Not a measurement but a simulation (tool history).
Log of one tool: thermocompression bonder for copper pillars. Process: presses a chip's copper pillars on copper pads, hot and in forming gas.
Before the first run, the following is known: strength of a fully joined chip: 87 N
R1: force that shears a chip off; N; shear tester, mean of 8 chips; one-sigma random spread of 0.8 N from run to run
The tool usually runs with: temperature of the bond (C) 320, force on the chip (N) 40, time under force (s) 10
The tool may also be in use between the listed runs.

Run 1, hour 0: usual settings. Result: R1 62.7 N.
Run 2, hour 11.7: usual settings. Result: R1 62 N.
Run 3, hour 31.1: usual settings. Result: R1 63.4 N.
Run 4, hour 53.1: usual settings. Result: R1 62.7 N.
At hour 72.5: forming gas filter changed.
Run 5, hour 75.5: usual settings but force on the chip (N) 55. Result: R1 70 N.
Run 6, hour 91.7: usual settings but force on the chip (N) 55. Result: R1 70.8 N.
Run 7, hour 113: usual settings but time under force (s) 8. Result: R1 58.1 N.
Run 8, hour 134.6: usual settings. Result: R1 63.2 N.
Run 9, hour 145.7: usual settings. Result: R1 63.4 N.
Run 10, hour 164.4: usual settings. Result: R1 63.1 N.
Run 11, hour 176: usual settings but temperature of the bond (C) 307, force on the chip (N) 38. Result: R1 53 N.
Run 12, hour 189.5: usual settings but temperature of the bond (C) 335, force on the chip (N) 46, time under force (s) 12. Result: R1 74.5 N.
Run 13, hour 210.5: usual settings but temperature of the bond (C) 315, force on the chip (N) 37, time under force (s) 21. Result: R1 68.1 N.
Run 14, hour 233.9: usual settings but temperature of the bond (C) 332, force on the chip (N) 31. Result: R1 61.4 N.
Run 15, hour 256.6: usual settings but temperature of the bond (C) 342, time under force (s) 8. Result: R1 70 N.
Run 16, hour 268.5: usual settings but temperature of the bond (C) 342, time under force (s) 8. Result: R1 70.7 N.

What if the next run were any one of these 5? Each begins from the tool's condition after run 16:
Run A, hour 289.7: usual settings but temperature of the bond (C) 329, time under force (s) 13. Result: R1 ?.
Run B, hour 289.7: usual settings but force on the chip (N) 26, time under force (s) 6. Result: R1 ?.
Run C, hour 289.7: usual settings but time under force (s) 12. Result: R1 ?.
Run D, hour 289.7: usual settings but temperature of the bond (C) 302, time under force (s) 9. Result: R1 ?.
Run E, hour 289.7: usual settings but temperature of the bond (C) 294, force on the chip (N) 28, time under force (s) 17. Result: R1 ?.

run    R1
  A  70.8
  B  42.5
  C  64.5
  D  50.4
  E  45.6
With the hidden condition removed and each run's random variation left untouched, the same runs would have given:
run    R1
  A  70.9
  B  42.6
  C  64.6
  D  50.5
  E  45.6
